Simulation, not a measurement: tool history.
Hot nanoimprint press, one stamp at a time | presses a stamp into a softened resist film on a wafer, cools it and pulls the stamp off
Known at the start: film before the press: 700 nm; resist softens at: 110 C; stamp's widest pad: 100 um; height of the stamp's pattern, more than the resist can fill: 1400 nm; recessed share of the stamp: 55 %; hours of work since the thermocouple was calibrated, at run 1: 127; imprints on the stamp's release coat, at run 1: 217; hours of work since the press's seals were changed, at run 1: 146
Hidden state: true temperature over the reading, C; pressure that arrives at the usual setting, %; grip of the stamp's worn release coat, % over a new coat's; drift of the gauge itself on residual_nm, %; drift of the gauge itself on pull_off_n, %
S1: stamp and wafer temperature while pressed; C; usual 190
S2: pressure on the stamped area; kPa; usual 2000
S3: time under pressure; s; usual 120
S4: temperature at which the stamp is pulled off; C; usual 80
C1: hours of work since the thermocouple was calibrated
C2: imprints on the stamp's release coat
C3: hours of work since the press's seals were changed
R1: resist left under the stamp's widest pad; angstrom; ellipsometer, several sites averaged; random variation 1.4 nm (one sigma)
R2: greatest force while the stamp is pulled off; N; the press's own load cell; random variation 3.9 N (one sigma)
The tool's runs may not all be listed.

run	hour	S1	S2	S3	S4	C1	C2	C3	R1	R2
1	0	190	2000	120	80	127	217	146	3818	188
2	28.2	190	2000	120	80	139	260	157	3821	198
3	81.5	190	2000	120	80	160	340	179	3823	193
4	131.1	190	2000	89	80	180	416	198	4213	183
5	174.7	190	2000	89	80	197	482	216	4180	193
6	206.3	190	2000	89	80	210	530	229	4190	186
7	240.2	190	2470	89	80	224	581	242	3846	189
8	273.2	190	2470	89	80	237	631	256	3829	193
9	309.8	178	2000	120	80	252	687	270	5728	184
10	355.5	190	2520	120	80	270	756	289	3430	188
11	389.2	190	2000	70	80	284	807	302	4510	185
12	416.5	190	2000	94	80	295	848	313	4119	183
13	463.9	190	2000	94	80	314	920	332	4127	187
14	498.4	191	2000	120	80	327	973	346	3692	192
15	535	191	2000	120	80	342	1028	361	3670	186
16	569.1	196	2000	120	80	356	1080	374	3026	192
# hour 591.9: plate thermocouple calibrated
17	594.3	192	3180	120	80	1	1113	383	2812	191
18	646.4	197	2000	183	80	22	1192	404	2484	192
19	682.1	190	3040	161	80	36	1247	419	2808	190
20	720.9	190	2230	157	72	52	1305	434	3329	212
21	748.8	191	2620	120	80	63	1348	445	3225	191
22	772.9	191	2620	120	80	73	1384	455	3228	188
23	809.9	190	1940	114	80	88	1440	470	3944	189
# hour 853.3: stamp cleaned and given a new release coat
24	855.9	190	2000	120	85	104	4	486	3852	180
25	898.9	190	1290	175	85	121	69	503	4174	176
26	936.8	185	1800	121	86	136	127	518	4762	180
27	967.3	185	1800	121	86	148	173	531	4774	172

Hidden state at the last listed run before each entry between runs and at the first one after, where it differs:
Between runs 16 and 17: plate thermocouple calibrated (hour 591.9)
  true temperature over the reading, C: 0.04 -> 0
Between runs 23 and 24: stamp cleaned and given a new release coat (hour 853.3)
  grip of the stamp's worn release coat, % over a new coat's: 1.1 -> 0
